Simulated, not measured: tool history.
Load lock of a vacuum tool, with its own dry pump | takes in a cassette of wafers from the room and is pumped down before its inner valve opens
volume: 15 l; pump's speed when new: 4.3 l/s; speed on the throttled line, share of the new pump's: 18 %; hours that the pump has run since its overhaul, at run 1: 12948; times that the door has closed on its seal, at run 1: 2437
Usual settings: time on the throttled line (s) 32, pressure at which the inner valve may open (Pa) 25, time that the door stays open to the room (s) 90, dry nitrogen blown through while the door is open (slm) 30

| run | hour | time on the throttled line (s) | pressure at which the inner valve may open (Pa) | time that the door stays open to the room (s) | dry nitrogen blown through while the door is open (slm) | hours that the pump has run since its overhaul | times that the door has closed on its seal | incoming humidity of the room's air, % | time from the closed door until the inner valve may open (s) | rise of the pressure with all valves shut (Pa/min) |
|---|---|---|---|---|---|---|---|---|---|---|
| 1 | 0 | 32 | 25 | 90 | 30 | 12948 | 2437 | 44.2 | 54.9 | 0.037 |
| 2 | 56 | 32 | 25 | 200 | 30 | 13004 | 2543 | 42.6 | 55 | 0.05 |
| 3 | 146.1 | 32 | 25 | 200 | 30 | 13094 | 2714 | 42.6 | 55 | 0.049 |
| 4 | 208.9 | 32 | 25 | 200 | 30 | 13157 | 2833 | 46.1 | 55 | 0.056 |
| 5 | 300.2 | 32 | 25 | 200 | 30 | 13248 | 3005 | 43.8 | 55.3 | 0.053 |
| 6 | 394.2 | 32 | 25 | 200 | 30 | 13342 | 3183 | 41.2 | 55.1 | 0.052 |
| 7 | 472.1 | 31 | 25 | 90 | 30 | 13420 | 3330 | 43.1 | 54.9 | 0.04 |
| 8 | 542.8 | 32 | 25 | 90 | 30 | 13490 | 3464 | 47.5 | 55.6 | 0.048 |
| 9 | 630.9 | 31 | 25 | 90 | 30 | 13579 | 3631 | 42.2 | 55.1 | 0.045 |
| 10 | 723.6 | 31 | 25 | 90 | 30 | 13671 | 3806 | 42.1 | 54.9 | 0.042 |
| 11 | 786.6 | 31 | 25 | 90 | 30 | 13734 | 3925 | 43.6 | 54.6 | 0.046 |
| 12 | 884.1 | 31 | 25 | 90 | 30 | 13832 | 4109 | 43.9 | 54.6 | 0.037 |
| 13 | 957.8 | 49 | 25 | 90 | 30 | 13905 | 4249 | 49.3 | 69.3 | 0.047 |
| 14 | 1026.3 | 49 | 25 | 90 | 30 | 13974 | 4378 | 48.3 | 68.6 | 0.046 |
| 15 | 1099.7 | 46 | 25 | 90 | 30 | 14047 | 4517 | 47.6 | 66.8 | 0.048 |
| 16 | 1179.9 | 25 | 27 | 65 | 6 | 14128 | 4669 | 46.2 | 49.2 | 0.07 |
| 17 | 1246.6 | 32 | 27 | 90 | 7 | 14194 | 4795 | 43.1 | 55.3 | 0.066 |
| 18 | 1326.1 | 27 | 40 | 66 | 30 | 14274 | 4945 | 47.3 | 49.5 | 0.042 |
| 19 | 1398.2 | 32 | 41 | 90 | 30 | 14346 | 5082 | 48.5 | 53.4 | 0.051 |
| 20 | 1460.2 | 32 | 41 | 39 | 30 | 14408 | 5199 | 44.4 | 53.2 | 0.033 |
| 21 | 1535.4 | 62 | 39 | 115 | 12 | 14483 | 5341 | 45.4 | 78.3 | 0.066 |
| 22 | 1580.1 | 63 | 39 | 115 | 12 | 14528 | 5426 | 46.4 | 79 | 0.069 |
| 23 | 1623 | 63 | 26 | 104 | 8 | 14571 | 5507 | 44.9 | 81.2 | 0.07 |
| 24 | 1724.9 | 63 | 26 | 104 | 8 | 14673 | 5699 | 44.3 | 80.7 | 0.066 |
| 25 | 1821.5 | 63 | 26 | 104 | 8 | 14769 | 5882 | 41.7 | 80.6 | 0.065 |
| 26 | 1888.9 | 32 | 25 | 49 | 30 | 14837 | 6010 | 46.4 | 55.5 | 0.041 |

Forecast each of these 5 alternatives for the next run:
| A | 1934.8 | 32 | 25 | 94 | 5 | 14882 | 6096 | 43.2 | ? | ? |
| B | 1934.8 | 20 | 48 | 90 | 13 | 14882 | 6096 | 46.8 | ? | ? |
| C | 1934.8 | 39 | 34 | 90 | 30 | 14882 | 6096 | 46.3 | ? | ? |
| D | 1934.8 | 32 | 48 | 44 | 42 | 14882 | 6096 | 44.2 | ? | ? |
| E | 1934.8 | 58 | 25 | 49 | 8 | 14882 | 6096 | 43.7 | ? | ? |

| run | time from the closed door until the inner valve may open (s) | rise of the pressure with all valves shut (Pa/min) |
|---|---|---|
| A | 55.3 | 0.075 |
| B | 43.3 | 0.06 |
| C | 60 | 0.041 |
| D | 53.2 | 0.033 |
| E | 76.3 | 0.057 |
Without the tool's hidden state the same runs would have given:
| run | time from the closed door until the inner valve may open (s) | rise of the pressure with all valves shut (Pa/min) |
|---|---|---|
| A | 55.3 | 0.075 |
| B | 43.2 | 0.06 |
| C | 60 | 0.041 |
| D | 53.2 | 0.033 |
| E | 76.3 | 0.057 |

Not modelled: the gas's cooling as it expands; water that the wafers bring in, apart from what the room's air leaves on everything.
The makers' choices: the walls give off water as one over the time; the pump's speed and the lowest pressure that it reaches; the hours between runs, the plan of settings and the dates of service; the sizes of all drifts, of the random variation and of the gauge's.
